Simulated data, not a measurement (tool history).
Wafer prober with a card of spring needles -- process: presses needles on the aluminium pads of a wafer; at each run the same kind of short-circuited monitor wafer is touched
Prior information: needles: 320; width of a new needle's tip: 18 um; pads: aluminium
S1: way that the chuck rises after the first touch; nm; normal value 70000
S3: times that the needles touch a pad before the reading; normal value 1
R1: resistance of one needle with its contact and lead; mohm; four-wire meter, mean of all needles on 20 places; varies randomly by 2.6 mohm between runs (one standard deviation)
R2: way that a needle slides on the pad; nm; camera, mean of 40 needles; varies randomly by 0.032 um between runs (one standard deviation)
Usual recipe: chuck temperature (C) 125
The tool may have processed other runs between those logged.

{"run": 1, "hour": 0.0, "S1": 70000, "chuck temperature (C)": 125, "S3": 1, "R1": 505, "R2": 13810}
{"hour": 6.5, "done": "tips cleaned on abrasive film"}
{"hour": 22.7, "done": "tips cleaned on abrasive film"}
{"run": 2, "hour": 32.4, "S1": 70000, "chuck temperature (C)": 125, "S3": 1, "R1": 530, "R2": 13790}
{"hour": 39.0, "done": "tips cleaned on abrasive film"}
{"hour": 55.4, "done": "tips cleaned on abrasive film"}
{"hour": 68.6, "done": "tips cleaned on abrasive film"}
{"run": 3, "hour": 75.5, "S1": 70000, "chuck temperature (C)": 125, "S3": 1, "R1": 503, "R2": 13730}
{"hour": 82.2, "done": "tips cleaned on abrasive film"}
{"hour": 95.4, "done": "tips cleaned on abrasive film"}
{"hour": 111.1, "done": "tips cleaned on abrasive film"}
{"hour": 126.8, "done": "tips cleaned on abrasive film"}
{"run": 4, "hour": 137.0, "S1": 70000, "chuck temperature (C)": 125, "S3": 2, "R1": 456, "R2": 13630}
{"hour": 140.3, "done": "tips cleaned on abrasive film"}
{"hour": 153.6, "done": "tips cleaned on abrasive film"}
{"hour": 166.8, "done": "tips cleaned on abrasive film"}
{"hour": 180.1, "done": "tips cleaned on abrasive film"}
{"run": 5, "hour": 183.3, "S1": 70000, "chuck temperature (C)": 70, "S3": 1, "R1": 465, "R2": 13650}
{"hour": 196.5, "done": "tips cleaned on abrasive film"}
{"hour": 212.2, "done": "tips cleaned on abrasive film"}
{"run": 6, "hour": 224.1, "S1": 70000, "chuck temperature (C)": 125, "S3": 1, "R1": 570, "R2": 13590}
{"hour": 227.5, "done": "tips cleaned on abrasive film"}
{"hour": 243.7, "done": "tips cleaned on abrasive film"}
{"hour": 257.0, "done": "tips cleaned on abrasive film"}
{"hour": 272.8, "done": "tips cleaned on abrasive film"}
{"run": 7, "hour": 278.2, "S1": 70000, "chuck temperature (C)": 125, "S3": 1, "R1": 524, "R2": 13530}
{"hour": 288.2, "done": "tips cleaned on abrasive film"}
{"hour": 304.3, "done": "tips cleaned on abrasive film"}
{"run": 8, "hour": 310.9, "S1": 70000, "chuck temperature (C)": 125, "S3": 1, "R1": 526, "R2": 13500}
{"hour": 320.5, "done": "tips cleaned on abrasive film"}
{"hour": 336.4, "done": "tips cleaned on abrasive film"}
{"run": 9, "hour": 338.4, "S1": 70000, "chuck temperature (C)": 125, "S3": 1, "R1": 397, "R2": 13510}
{"hour": 350.5, "done": "tips cleaned on abrasive film"}
{"hour": 363.7, "done": "tips cleaned on abrasive film"}
{"run": 10, "hour": 371.9, "S1": 70000, "chuck temperature (C)": 125, "S3": 1, "R1": 547, "R2": 13450}
{"hour": 378.6, "done": "tips cleaned on abrasive film"}
{"hour": 395.1, "done": "tips cleaned on abrasive film"}
{"hour": 410.7, "done": "tips cleaned on abrasive film"}
{"run": 11, "hour": 418.6, "S1": 70000, "chuck temperature (C)": 125, "S3": 1, "R1": 552, "R2": 13450}
{"hour": 424.7, "done": "tips cleaned on abrasive film"}
{"hour": 437.9, "done": "tips cleaned on abrasive film"}
{"hour": 451.2, "done": "tips cleaned on abrasive film"}
{"hour": 464.4, "done": "tips cleaned on abrasive film"}
{"run": 12, "hour": 474.1, "S1": 70000, "chuck temperature (C)": 125, "S3": 1, "R1": 547, "R2": 13370}
{"hour": 480.7, "done": "tips cleaned on abrasive film"}
{"hour": 494.0, "done": "tips cleaned on abrasive film"}
{"hour": 507.2, "done": "tips cleaned on abrasive film"}
{"hour": 523.7, "done": "tips cleaned on abrasive film"}
{"run": 13, "hour": 525.2, "S1": 70000, "chuck temperature (C)": 125, "S3": 1, "R1": 412, "R2": 13290}
{"hour": 537.5, "done": "tips cleaned on abrasive film"}
{"hour": 550.8, "done": "tips cleaned on abrasive film"}
{"hour": 554.3, "done": "height of the first contact set anew"}
{"hour": 566.6, "done": "tips cleaned on abrasive film"}
{"run": 14, "hour": 566.6, "S1": 70000, "chuck temperature (C)": 125, "S3": 1, "R1": 334, "R2": 13900}
{"hour": 582.7, "done": "tips cleaned on abrasive film"}
{"hour": 598.5, "done": "tips cleaned on abrasive film"}
{"run": 15, "hour": 603.2, "S1": 82000, "chuck temperature (C)": 28, "S3": 3, "R1": 322, "R2": 16260}
{"hour": 612.2, "done": "tips cleaned on abrasive film"}
{"hour": 628.0, "done": "tips cleaned on abrasive film"}
{"hour": 643.4, "done": "tips cleaned on abrasive film"}
{"run": 16, "hour": 651.8, "S1": 70000, "chuck temperature (C)": 105, "S3": 2, "R1": 437, "R2": 13820}
{"hour": 658.0, "done": "tips cleaned on abrasive film"}
{"hour": 674.4, "done": "tips cleaned on abrasive film"}
{"run": 17, "hour": 685.9, "S1": 70000, "chuck temperature (C)": 50, "S3": 1, "R1": 579, "R2": 13790}
{"hour": 689.3, "done": "tips cleaned on abrasive film"}
{"hour": 704.5, "done": "tips cleaned on abrasive film"}
{"hour": 719.5, "done": "tips cleaned on abrasive film"}
{"hour": 732.8, "done": "tips cleaned on abrasive film"}
{"run": 18, "hour": 744.5, "S1": 83000, "chuck temperature (C)": 40, "S3": 2, "R1": 412, "R2": 16300}
{"hour": 747.9, "done": "tips cleaned on abrasive film"}
{"hour": 764.0, "done": "tips cleaned on abrasive film"}
{"hour": 777.2, "done": "tips cleaned on abrasive film"}
{"hour": 790.5, "done": "tips cleaned on abrasive film"}
{"run": 19, "hour": 794.7, "S1": 83000, "chuck temperature (C)": 40, "S3": 2, "R1": 358, "R2": 16290}
{"hour": 804.7, "done": "tips cleaned on abrasive film"}
{"hour": 820.8, "done": "tips cleaned on abrasive film"}
{"hour": 836.1, "done": "tips cleaned on abrasive film"}
{"run": 20, "hour": 840.4, "S1": 64000, "chuck temperature (C)": 40, "S3": 2, "R1": 442, "R2": 12560}
{"hour": 849.7, "done": "tips cleaned on abrasive film"}
{"hour": 862.9, "done": "tips cleaned on abrasive film"}
{"hour": 879.5, "done": "tips cleaned on abrasive film"}
{"hour": 895.1, "done": "tips cleaned on abrasive film"}
{"run": 21, "hour": 895.4, "S1": 64000, "chuck temperature (C)": 40, "S3": 2, "R1": 313, "R2": 12450}
{"hour": 908.6, "done": "tips cleaned on abrasive film"}
{"hour": 924.2, "done": "tips cleaned on abrasive film"}
{"run": 22, "hour": 936.4, "S1": 64000, "chuck temperature (C)": 40, "S3": 2, "R1": 504, "R2": 12460}
{"hour": 939.7, "done": "tips cleaned on abrasive film"}
{"hour": 956.1, "done": "tips cleaned on abrasive film"}
{"hour": 969.4, "done": "tips cleaned on abrasive film"}
{"hour": 984.6, "done": "tips cleaned on abrasive film"}
{"run": 23, "hour": 993.7, "S1": 70000, "chuck temperature (C)": 33, "S3": 2, "R1": 458, "R2": 13530}
{"hour": 1000.4, "done": "tips cleaned on abrasive film"}
{"hour": 1013.6, "done": "tips cleaned on abrasive film"}
{"hour": 1029.7, "done": "tips cleaned on abrasive film"}
{"run": 24, "hour": 1031.3, "S1": 67000, "chuck temperature (C)": 39, "S3": 1, "R1": 426, "R2": 12890}
{"hour": 1043.7, "done": "tips cleaned on abrasive film"}
{"hour": 1060.1, "done": "tips cleaned on abrasive film"}
{"hour": 1076.2, "done": "tips cleaned on abrasive film"}
{"run": 25, "hour": 1079.3, "S1": 80000, "chuck temperature (C)": 55, "S3": 2, "R1": 368, "R2": 15380}
{"hour": 1092.5, "done": "tips cleaned on abrasive film"}
{"hour": 1108.2, "done": "tips cleaned on abrasive film"}
{"run": 26, "hour": 1113.7, "S1": 80000, "chuck temperature (C)": 55, "S3": 2, "R1": 404, "R2": 15440}
{"hour": 1123.0, "done": "tips cleaned on abrasive film"}
{"hour": 1139.5, "done": "tips cleaned on abrasive film"}
{"hour": 1152.7, "done": "tips cleaned on abrasive film"}
{"hour": 1167.8, "done": "tips cleaned on abrasive film"}
{"run": 27, "hour": 1171.7, "S1": 70000, "chuck temperature (C)": 80, "S3": 1, "R1": 491, "R2": 13350}

Each row is a separate what-if for the run after 27, all from the same tool condition, not one after another. Results?
{"hour": 1183.6, "done": "tips cleaned on abrasive film"}
{"hour": 1198.6, "done": "tips cleaned on abrasive film"}
{"hour": 1211.8, "done": "tips cleaned on abrasive film"}
{"run": "A", "hour": 1221.7, "S1": 70000, "chuck temperature (C)": 98, "S3": 1, "R1": "?", "R2": "?"}
{"hour": 1183.6, "done": "tips cleaned on abrasive film"}
{"hour": 1198.6, "done": "tips cleaned on abrasive film"}
{"hour": 1211.8, "done": "tips cleaned on abrasive film"}
{"run": "B", "hour": 1221.7, "S1": 53000, "chuck temperature (C)": 62, "S3": 2, "R1": "?", "R2": "?"}
{"hour": 1183.6, "done": "tips cleaned on abrasive film"}
{"hour": 1198.6, "done": "tips cleaned on abrasive film"}
{"hour": 1211.8, "done": "tips cleaned on abrasive film"}
{"run": "C", "hour": 1221.7, "S1": 53000, "chuck temperature (C)": 80, "S3": 3, "R1": "?", "R2": "?"}
{"hour": 1183.6, "done": "tips cleaned on abrasive film"}
{"hour": 1198.6, "done": "tips cleaned on abrasive film"}
{"hour": 1211.8, "done": "tips cleaned on abrasive film"}
{"run": "D", "hour": 1221.7, "S1": 76000, "chuck temperature (C)": 49, "S3": 2, "R1": "?", "R2": "?"}
{"hour": 1183.6, "done": "tips cleaned on abrasive film"}
{"hour": 1198.6, "done": "tips cleaned on abrasive film"}
{"hour": 1211.8, "done": "tips cleaned on abrasive film"}
{"run": "E", "hour": 1221.7, "S1": 83000, "chuck temperature (C)": 125, "S3": 2, "R1": "?", "R2": "?"}

run=A R1=588 R2=13340
run=B R1=615 R2=10000
run=C R1=491 R2=9940
run=D R1=443 R2=14500
run=E R1=418 R2=15940
With the hidden condition removed and each run's random variation left untouched, the same runs would have given:
run=A R1=297 R2=13910
run=B R1=290 R2=10560
run=C R1=298 R2=10500
run=D R1=280 R2=15060
run=E R1=298 R2=16500

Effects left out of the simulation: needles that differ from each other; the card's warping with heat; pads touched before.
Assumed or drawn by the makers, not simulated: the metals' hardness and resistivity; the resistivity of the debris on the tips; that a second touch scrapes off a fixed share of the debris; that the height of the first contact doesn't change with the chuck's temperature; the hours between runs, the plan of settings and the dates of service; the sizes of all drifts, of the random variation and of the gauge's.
